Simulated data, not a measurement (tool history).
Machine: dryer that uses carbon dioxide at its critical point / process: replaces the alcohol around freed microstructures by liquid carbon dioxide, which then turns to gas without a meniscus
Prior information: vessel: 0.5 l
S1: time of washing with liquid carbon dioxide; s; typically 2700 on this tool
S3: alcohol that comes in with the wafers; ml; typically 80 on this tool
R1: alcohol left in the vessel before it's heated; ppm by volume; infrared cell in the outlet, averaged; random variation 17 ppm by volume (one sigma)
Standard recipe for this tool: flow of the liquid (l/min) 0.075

run 1 day=0 | S1=2700 flow_of_the_liquid_(l/min)=0.075 S3=80 | R1=1296
run 2 day=0.95 | S1=2700 flow_of_the_liquid_(l/min)=0.075 S3=20 | R1=373
run 3 day=2.15 | S1=2700 flow_of_the_liquid_(l/min)=0.0549 S3=20 | R1=1148
run 4 day=2.954 | S1=2700 flow_of_the_liquid_(l/min)=0.0549 S3=20 | R1=1173
run 5 day=4.246 | S1=2700 flow_of_the_liquid_(l/min)=0.0549 S3=20 | R1=1225
run 6 day=5.338 | S1=2700 flow_of_the_liquid_(l/min)=0.0549 S3=20 | R1=1228
run 7 day=6.075 | S1=2700 flow_of_the_liquid_(l/min)=0.0549 S3=20 | R1=1274
run 8 day=7.512 | S1=2700 flow_of_the_liquid_(l/min)=0.075 S3=80 | R1=1522
run 9 day=8.854 | S1=2700 flow_of_the_liquid_(l/min)=0.075 S3=80 | R1=1579
run 10 day=9.817 | S1=2700 flow_of_the_liquid_(l/min)=0.075 S3=80 | R1=1633
run 11 day=10.908 | S1=2700 flow_of_the_liquid_(l/min)=0.075 S3=80 | R1=1618
run 12 day=12.071 | S1=2700 flow_of_the_liquid_(l/min)=0.075 S3=80 | R1=1721
run 13 day=13.55 | S1=2700 flow_of_the_liquid_(l/min)=0.075 S3=80 | R1=1799
run 14 day=15.242 | S1=2700 flow_of_the_liquid_(l/min)=0.075 S3=80 | R1=1851
run 15 day=16.338 | S1=2700 flow_of_the_liquid_(l/min)=0.075 S3=80 | R1=1918
run 16 day=17.058 | S1=2700 flow_of_the_liquid_(l/min)=0.075 S3=60 | R1=1474
run 17 day=18.2 | S1=2700 flow_of_the_liquid_(l/min)=0.075 S3=60 | R1=1526
run 18 day=19.1 | S1=2700 flow_of_the_liquid_(l/min)=0.075 S3=60 | R1=1548
run 19 day=20.508 | S1=2100 flow_of_the_liquid_(l/min)=0.0648 S3=80 | R1=8094
run 20 day=21.738 | S1=2100 flow_of_the_liquid_(l/min)=0.1127 S3=66 | R1=1008
-- day=22.183 inlet filter changed
run 21 day=23.117 | S1=2100 flow_of_the_liquid_(l/min)=0.1127 S3=66 | R1=581
run 22 day=23.971 | S1=2700 flow_of_the_liquid_(l/min)=0.0936 S3=90 | R1=514
run 23 day=25.375 | S1=2520 flow_of_the_liquid_(l/min)=0.1267 S3=61 | R1=190
run 24 day=26.25 | S1=2160 flow_of_the_liquid_(l/min)=0.0623 S3=68 | R1=5276
run 25 day=27.908 | S1=1680 flow_of_the_liquid_(l/min)=0.0623 S3=50 | R1=8153
run 26 day=29.262 | S1=1680 flow_of_the_liquid_(l/min)=0.0623 S3=50 | R1=8255
run 27 day=30.8 | S1=1680 flow_of_the_liquid_(l/min)=0.0536 S3=114 | R1=26295
run 28 day=31.929 | S1=1980 flow_of_the_liquid_(l/min)=0.1098 S3=43 | R1=706
run 29 day=33.071 | S1=3540 flow_of_the_liquid_(l/min)=0.075 S3=80 | R1=458
run 30 day=34.492 | S1=3540 flow_of_the_liquid_(l/min)=0.075 S3=80 | R1=469
run 31 day=35.65 | S1=3420 flow_of_the_liquid_(l/min)=0.0572 S3=108 | R1=2393
run 32 day=36.879 | S1=2280 flow_of_the_liquid_(l/min)=0.0813 S3=24 | R1=826
run 33 day=37.671 | S1=2280 flow_of_the_liquid_(l/min)=0.0813 S3=24 | R1=849
run 34 day=38.862 | S1=2280 flow_of_the_liquid_(l/min)=0.0455 S3=50 | R1=9281
run 35 day=40.529 | S1=2280 flow_of_the_liquid_(l/min)=0.0455 S3=50 | R1=9135

Each run again, without the hidden state but with its own random variation kept:
What the log doesn't record here: flow that reaches the vessel past the clogged filter, %; alcohol in the recycled carbon dioxide, ppm; drift of the gauge itself on alcohol_ppm, %.
run=1 R1=1106
run=2 R1=276
run=3 R1=962
run=4 R1=969
run=5 R1=988
run=6 R1=970
run=7 R1=994
run=8 R1=1083
run=9 R1=1090
run=10 R1=1104
run=11 R1=1063
run=12 R1=1104
run=13 R1=1113
run=14 R1=1107
run=15 R1=1115
run=16 R1=826
run=17 R1=831
run=18 R1=831
run=19 R1=5334
run=20 R1=452
run=21 R1=462
run=22 R1=387
run=23 R1=75
run=24 R1=4821
run=25 R1=7464
run=26 R1=7427
run=27 R1=23754
run=28 R1=458
run=29 R1=243
run=30 R1=236
run=31 R1=1646
run=32 R1=508
run=33 R1=513
run=34 R1=7390
run=35 R1=7119
